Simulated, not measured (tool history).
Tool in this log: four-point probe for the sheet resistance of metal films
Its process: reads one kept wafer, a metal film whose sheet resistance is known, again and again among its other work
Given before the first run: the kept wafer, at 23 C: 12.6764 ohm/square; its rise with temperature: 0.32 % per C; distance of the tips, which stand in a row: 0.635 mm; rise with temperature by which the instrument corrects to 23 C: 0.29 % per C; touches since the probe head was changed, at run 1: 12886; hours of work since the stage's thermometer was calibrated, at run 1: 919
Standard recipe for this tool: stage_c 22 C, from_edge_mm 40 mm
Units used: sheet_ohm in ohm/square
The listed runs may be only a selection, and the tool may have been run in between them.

run	hour	stage_c	from_edge_mm	touches since the probe head was changed	hours of work since the stage's thermometer was calibrated	sheet_ohm
1	0.0	22	40	12886	919	12.728524
2	16.8	31	40	13265	926	12.753936
3	33.1	29	40	13634	934	12.749741
4	55.0	29	24	14128	944	12.754339
5	74.7	24	40	14572	953	12.739533
6	93.3	24	40	14992	961	12.737575
7	117.1	24	40	15529	972	12.735402
8	128.2	22	5	15779	977	12.838157
9	139.0	22	5	16023	981	12.838427
10	155.9	22	5	16404	989	12.839187
11	171.9	22	40	16767	996	12.731356
12	187.2	22	40	17111	1003	12.730327
13	209.7	22	40	17620	1013	12.737179
14	225.3	22	40	17971	1020	12.731192
15	240.8	22	40	18322	1027	12.737816
16	252.8	22	21	18591	1033	12.739471
17	276.8	22	8	19133	1043	12.772046
18	295.1	22	8	19548	1052	12.772603
19	305.1	22	8	19774	1056	12.776117
20	316.5	21	9	20029	1061	12.766403
21	328.9	25	5	20309	1067	12.848240
# hour 331.5: stage's thermometer calibrated
22	350.6	30	8	20788	9	12.808224
23	366.5	23	3	21147	16	13.042933
24	381.9	19	72	21494	23	12.728899
25	394.5	19	72	21780	28	12.726073
26	411.1	35	16	22153	36	12.793320
27	424.2	19	40	22449	42	12.730176
# hour 441.5: stage's thermometer calibrated, once more
28	445.8	20	40	22925	2	12.719778
29	459.7	33	10	23240	8	12.787702
30	471.8	20	60	23513	14	12.716543
31	492.0	20	60	23968	23	12.718765
32	503.5	20	60	24229	28	12.711907
33	524.4	30	7	24699	37	12.805970
34	547.4	27	13	25220	48	12.758370
35	557.6	27	13	25450	52	12.758036

Alternative continuations, all from the tool just after run 35; predict every row:
A	579.4	27	3	25941	62	?
B	579.4	24	25	25941	62	?
C	579.4	28	63	25941	62	?
D	579.4	23	73	25941	62	?
E	579.4	22	9	25941	62	?

run	sheet_ohm
A	13.043767
B	12.737176
C	12.744296
D	12.727753
E	12.762794
Without the tool's hidden state the same runs would have given:
run	sheet_ohm
A	12.990313
B	12.684872
C	12.691979
D	12.675482
E	12.710384
